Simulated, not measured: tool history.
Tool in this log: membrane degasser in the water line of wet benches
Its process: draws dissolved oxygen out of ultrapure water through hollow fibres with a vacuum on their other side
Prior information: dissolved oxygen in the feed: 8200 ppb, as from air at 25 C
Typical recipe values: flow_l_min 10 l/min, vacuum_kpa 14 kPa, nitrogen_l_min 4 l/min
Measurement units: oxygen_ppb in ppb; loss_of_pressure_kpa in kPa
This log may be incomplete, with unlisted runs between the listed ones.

run 1 hour=0 | flow_l_min=10 vacuum_kpa=14 nitrogen_l_min=4 | oxygen_ppb=156.4 loss_of_pressure_kpa=69.72
run 2 hour=33.7 | flow_l_min=10 vacuum_kpa=14 nitrogen_l_min=4 | oxygen_ppb=154.8 loss_of_pressure_kpa=70.05
run 3 hour=73.7 | flow_l_min=10 vacuum_kpa=14 nitrogen_l_min=4 | oxygen_ppb=155.8 loss_of_pressure_kpa=70.06
run 4 hour=108.1 | flow_l_min=10 vacuum_kpa=14 nitrogen_l_min=4 | oxygen_ppb=155.8 loss_of_pressure_kpa=69.83
run 5 hour=132.3 | flow_l_min=10 vacuum_kpa=14 nitrogen_l_min=4 | oxygen_ppb=157.5 loss_of_pressure_kpa=69.52
run 6 hour=171 | flow_l_min=10 vacuum_kpa=14 nitrogen_l_min=4 | oxygen_ppb=156.6 loss_of_pressure_kpa=70.69
run 7 hour=223.4 | flow_l_min=10 vacuum_kpa=14 nitrogen_l_min=4 | oxygen_ppb=159 loss_of_pressure_kpa=69.99
run 8 hour=279.4 | flow_l_min=10 vacuum_kpa=14 nitrogen_l_min=4 | oxygen_ppb=156.6 loss_of_pressure_kpa=69.61
run 9 hour=326.3 | flow_l_min=10 vacuum_kpa=14 nitrogen_l_min=4 | oxygen_ppb=155.9 loss_of_pressure_kpa=69.61
run 10 hour=369.3 | flow_l_min=10 vacuum_kpa=14 nitrogen_l_min=4 | oxygen_ppb=158.6 loss_of_pressure_kpa=70.25
run 11 hour=402.9 | flow_l_min=10 vacuum_kpa=9.9 nitrogen_l_min=4 | oxygen_ppb=134.4 loss_of_pressure_kpa=70.05
run 12 hour=431.8 | flow_l_min=10 vacuum_kpa=9.9 nitrogen_l_min=4 | oxygen_ppb=132.4 loss_of_pressure_kpa=70
run 13 hour=482.1 | flow_l_min=12 vacuum_kpa=14 nitrogen_l_min=4 | oxygen_ppb=202 loss_of_pressure_kpa=83.82
run 14 hour=537.6 | flow_l_min=10 vacuum_kpa=14 nitrogen_l_min=4 | oxygen_ppb=157.6 loss_of_pressure_kpa=70.04
run 15 hour=566.1 | flow_l_min=10 vacuum_kpa=34.4 nitrogen_l_min=4 | oxygen_ppb=283.1 loss_of_pressure_kpa=70.16
run 16 hour=604.6 | flow_l_min=10 vacuum_kpa=34.4 nitrogen_l_min=4 | oxygen_ppb=280.6 loss_of_pressure_kpa=69.96
run 17 hour=657.4 | flow_l_min=11 vacuum_kpa=17.5 nitrogen_l_min=4 | oxygen_ppb=204.8 loss_of_pressure_kpa=77.41
run 18 hour=688.8 | flow_l_min=11 vacuum_kpa=17.5 nitrogen_l_min=4 | oxygen_ppb=205.6 loss_of_pressure_kpa=76.98
run 19 hour=728.9 | flow_l_min=11 vacuum_kpa=17.5 nitrogen_l_min=4 | oxygen_ppb=203.7 loss_of_pressure_kpa=77.26
run 20 hour=781.5 | flow_l_min=11 vacuum_kpa=9.2 nitrogen_l_min=4 | oxygen_ppb=150.6 loss_of_pressure_kpa=77.38

What will run 21 give?
run 21 hour=825.2 | flow_l_min=11 vacuum_kpa=9.2 nitrogen_l_min=4 | oxygen_ppb=? loss_of_pressure_kpa=?

oxygen_ppb: 149.1 ppb
loss_of_pressure_kpa: 77.3 kPa
With no hidden state in the tool, this same run would have given oxygen_ppb 136.6 ppb, loss_of_pressure_kpa 75.46 kPa.
